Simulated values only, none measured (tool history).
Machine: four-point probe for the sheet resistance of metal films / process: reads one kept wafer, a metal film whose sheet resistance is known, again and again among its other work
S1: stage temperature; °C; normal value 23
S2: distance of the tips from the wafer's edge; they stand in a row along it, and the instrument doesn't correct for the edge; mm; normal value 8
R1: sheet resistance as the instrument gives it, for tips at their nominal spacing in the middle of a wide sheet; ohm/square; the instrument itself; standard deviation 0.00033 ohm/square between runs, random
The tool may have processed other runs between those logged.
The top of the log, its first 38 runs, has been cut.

{"run": 39, "hour": 1234.9, "S1": 25, "S2": 6, "R1": 1.652624}
{"run": 40, "hour": 1266.1, "S1": 21, "S2": 18, "R1": 1.653726}
{"run": 41, "hour": 1292.1, "S1": 19, "S2": 65, "R1": 1.656378}
{"run": 42, "hour": 1318.6, "S1": 27, "S2": 4, "R1": 1.656602}
{"run": 43, "hour": 1364.2, "S1": 19, "S2": 31, "R1": 1.657101}
{"run": 44, "hour": 1404.0, "S1": 32, "S2": 4, "R1": 1.648449}
{"run": 45, "hour": 1449.9, "S1": 34, "S2": 14, "R1": 1.633342}
{"run": 46, "hour": 1487.5, "S1": 27, "S2": 3, "R1": 1.667317}

Branching from run 46: 3 alternative next runs. What would each branch give?
{"run": "A", "hour": 1521.0, "S1": 22, "S2": 10, "R1": "?"}
{"run": "B", "hour": 1521.0, "S1": 27, "S2": 4, "R1": "?"}
{"run": "C", "hour": 1521.0, "S1": 24, "S2": 3, "R1": "?"}

run=A R1=1.653996
run=B R1=1.657247
run=C R1=1.672654
Stripped of hidden state, with their random variation kept, the same runs would have yielded:
run=A R1=1.650360
run=B R1=1.653592
run=C R1=1.668976
